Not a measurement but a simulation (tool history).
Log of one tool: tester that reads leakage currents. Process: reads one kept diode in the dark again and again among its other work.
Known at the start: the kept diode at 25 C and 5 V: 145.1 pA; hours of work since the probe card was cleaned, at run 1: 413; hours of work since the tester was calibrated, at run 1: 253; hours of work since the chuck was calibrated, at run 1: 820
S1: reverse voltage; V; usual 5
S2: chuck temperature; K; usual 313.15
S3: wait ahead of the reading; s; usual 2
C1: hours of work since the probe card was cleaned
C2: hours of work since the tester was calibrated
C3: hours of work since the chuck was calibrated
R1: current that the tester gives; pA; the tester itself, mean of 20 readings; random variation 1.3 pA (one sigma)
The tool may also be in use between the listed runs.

Run 1, hour 0: usual settings; C1 413; C2 253; C3 820. Result: R1 427.01 pA.
Run 2, hour 44.1: usual settings; C1 443; C2 283; C3 851. Result: R1 429.87 pA.
Run 3, hour 82.7: usual settings; C1 470; C2 310; C3 878. Result: R1 427.23 pA.
Run 4, hour 111.9: usual settings; C1 490; C2 330; C3 898. Result: R1 428.02 pA.
Run 5, hour 142.1: usual settings; C1 511; C2 351; C3 919. Result: R1 425.61 pA.
Run 6, hour 162: usual settings; C1 525; C2 365; C3 933. Result: R1 425.5 pA.
Run 7, hour 202.5: usual settings but S2 332.15 K; C1 553; C2 393; C3 961. Result: R1 1527.13 pA.
Run 8, hour 239.9: usual settings but S1 1.94 V, S2 332.15 K; C1 579; C2 419; C3 987. Result: R1 1021.53 pA.
Run 9, hour 262.7: usual settings but S1 1.94 V, S2 293.15 K; C1 595; C2 435; C3 1003. Result: R1 63.36 pA.
Run 10, hour 299.3: usual settings but S1 3.69 V, S2 293.15 K; C1 620; C2 460; C3 1028. Result: R1 83.72 pA.
Run 11, hour 337.1: usual settings but S1 3.69 V, S2 293.15 K; C1 646; C2 486; C3 1054. Result: R1 84.17 pA.
Run 12, hour 357.1: usual settings but S1 3.69 V, S2 293.15 K; C1 660; C2 500; C3 1068. Result: R1 84.32 pA.
Run 13, hour 382.7: usual settings but S1 3.69 V, S2 293.15 K; C1 678; C2 518; C3 1086. Result: R1 84.45 pA.
Run 14, hour 407: usual settings but S1 1.67 V, S2 295.15 K, S3 0.83 s; C1 695; C2 535; C3 1103. Result: R1 69.88 pA.
Run 15, hour 429.2: usual settings but S1 2.3 V, S2 308.15 K, S3 0.83 s; C1 710; C2 550; C3 1118. Result: R1 213.07 pA.
Run 16, hour 467.9: usual settings but S1 8.42 V, S2 322.15 K, S3 1.56 s; C1 737; C2 577; C3 1145. Result: R1 987.09 pA.
Run 17, hour 496.6: usual settings but S2 301.15 K, S3 3.42 s; C1 757; C2 597; C3 1165. Result: R1 177.58 pA.
Run 18, hour 517.2: usual settings but S1 4.99 V; C1 771; C2 611; C3 1179. Result: R1 422.53 pA.
Run 19, hour 549.5: usual settings but S1 4.99 V; C1 794; C2 634; C3 1201. Result: R1 422.94 pA.
Run 20, hour 589.5: usual settings but S2 301.15 K, S3 5.78 s; C1 821; C2 661; C3 1229. Result: R1 177.22 pA.
Run 21, hour 614.7: usual settings but S2 301.15 K, S3 5.78 s; C1 839; C2 679; C3 1247. Result: R1 176.85 pA.
Run 22, hour 654: usual settings but S2 301.15 K, S3 5.78 s; C1 866; C2 706; C3 1274. Result: R1 176.57 pA.
Run 23, hour 676.7: usual settings but S1 1.75 V, S2 300.15 K, S3 1.25 s; C1 882; C2 722; C3 1290. Result: R1 103.71 pA.

Forecast each of these 5 alternatives for the next run:
Run A, hour 702.8: usual settings but S1 1.46 V, S2 293.15 K, S3 0.82 s; C1 900; C2 740; C3 1308. Result: R1 ?.
Run B, hour 702.8: usual settings but S1 10.76 V, S2 328.15 K, S3 0.93 s; C1 900; C2 740; C3 1308. Result: R1 ?.
Run C, hour 702.8: usual settings but S1 5.56 V; C1 900; C2 740; C3 1308. Result: R1 ?.
Run D, hour 702.8: usual settings but S1 16.79 V, S2 300.15 K, S3 1.25 s; C1 900; C2 740; C3 1308. Result: R1 ?.
Run E, hour 702.8: usual settings but S2 309.15 K; C1 900; C2 740; C3 1308. Result: R1 ?.

run       R1
  A    55.87
  B  1614.27
  C   443.73
  D   290.72
  E   316.79
Without the tool's hidden state the same runs would have given:
run       R1
  A    58.52
  B  1715.05
  C   470.22
  D   287.52
  E   334.66
